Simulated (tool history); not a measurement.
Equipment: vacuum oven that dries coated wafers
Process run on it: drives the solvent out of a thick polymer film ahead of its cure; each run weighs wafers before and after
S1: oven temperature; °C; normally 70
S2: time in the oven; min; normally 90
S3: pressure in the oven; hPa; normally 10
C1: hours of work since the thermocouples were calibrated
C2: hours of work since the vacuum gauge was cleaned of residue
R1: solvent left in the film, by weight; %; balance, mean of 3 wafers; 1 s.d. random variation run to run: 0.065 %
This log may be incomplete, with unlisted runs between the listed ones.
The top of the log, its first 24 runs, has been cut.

{"run": 25, "hour": 484.2, "S1": 70, "S2": 105, "S3": 10, "C1": 1319, "C2": 1255, "R1": 3.54}
{"run": 26, "hour": 509.3, "S1": 65, "S2": 161, "S3": 10, "C1": 1339, "C2": 1274, "R1": 3.91}
{"hour": 513.3, "done": "vacuum gauge cleaned of residue and calibrated"}
{"run": 27, "hour": 531.9, "S1": 65, "S2": 137, "S3": 10, "C1": 1355, "C2": 14, "R1": 4.54}
{"run": 28, "hour": 554.6, "S1": 65, "S2": 106, "S3": 5.6, "C1": 1373, "C2": 32, "R1": 4.82}
{"run": 29, "hour": 581.4, "S1": 65, "S2": 106, "S3": 5.6, "C1": 1394, "C2": 53, "R1": 4.83}
{"run": 30, "hour": 598.1, "S1": 68, "S2": 90, "S3": 24.9, "C1": 1406, "C2": 66, "R1": 6.68}
{"run": 31, "hour": 616.3, "S1": 70, "S2": 56, "S3": 12.4, "C1": 1421, "C2": 80, "R1": 6.19}
{"run": 32, "hour": 642.2, "S1": 66, "S2": 115, "S3": 10, "C1": 1441, "C2": 100, "R1": 4.83}
{"hour": 659.2, "done": "vacuum gauge cleaned of residue and calibrated, once more"}
{"run": 33, "hour": 662.0, "S1": 64, "S2": 61, "S3": 10, "C1": 1455, "C2": 2, "R1": 6.91}
{"run": 34, "hour": 677.6, "S1": 64, "S2": 61, "S3": 10, "C1": 1467, "C2": 14, "R1": 7.02}
{"run": 35, "hour": 690.5, "S1": 81, "S2": 63, "S3": 27.3, "C1": 1477, "C2": 24, "R1": 3.31}
{"run": 36, "hour": 705.1, "S1": 70, "S2": 58, "S3": 23.3, "C1": 1488, "C2": 36, "R1": 6.4}
{"hour": 717.9, "done": "oven's thermocouples calibrated"}
{"run": 37, "hour": 727.9, "S1": 80, "S2": 113, "S3": 38.8, "C1": 8, "C2": 52, "R1": 4.14}
{"run": 38, "hour": 742.4, "S1": 80, "S2": 113, "S3": 38.8, "C1": 19, "C2": 63, "R1": 4.14}
{"run": 39, "hour": 761.4, "S1": 80, "S2": 113, "S3": 38.8, "C1": 34, "C2": 78, "R1": 4.03}
{"run": 40, "hour": 775.8, "S1": 65, "S2": 46, "S3": 38.8, "C1": 45, "C2": 89, "R1": 10.9}
{"run": 41, "hour": 795.0, "S1": 81, "S2": 46, "S3": 7.4, "C1": 60, "C2": 104, "R1": 2.99}
{"run": 42, "hour": 809.7, "S1": 70, "S2": 90, "S3": 17.9, "C1": 71, "C2": 115, "R1": 5.02}
{"run": 43, "hour": 833.8, "S1": 73, "S2": 90, "S3": 13.8, "C1": 90, "C2": 134, "R1": 3.51}
{"run": 44, "hour": 856.2, "S1": 73, "S2": 90, "S3": 13.8, "C1": 107, "C2": 151, "R1": 3.57}
{"run": 45, "hour": 871.7, "S1": 73, "S2": 90, "S3": 13.8, "C1": 119, "C2": 163, "R1": 3.6}
{"run": 46, "hour": 901.9, "S1": 68, "S2": 64, "S3": 38.1, "C1": 143, "C2": 187, "R1": 9.2}

3 ways to go on from here, each from the tool as it stands after run 46. What would each give?
{"run": "A", "hour": 926.2, "S1": 70, "S2": 90, "S3": 27.9, "C1": 162, "C2": 205, "R1": "?"}
{"run": "B", "hour": 926.2, "S1": 70, "S2": 74, "S3": 10, "C1": 162, "C2": 205, "R1": "?"}
{"run": "C", "hour": 926.2, "S1": 76, "S2": 90, "S3": 8.9, "C1": 162, "C2": 205, "R1": "?"}

run=A R1=6.22
run=B R1=4.83
run=C R1=2.19
What these runs would have given with no unlogged condition in the tool:
run=A R1=6.22
run=B R1=4.82
run=C R1=2.17
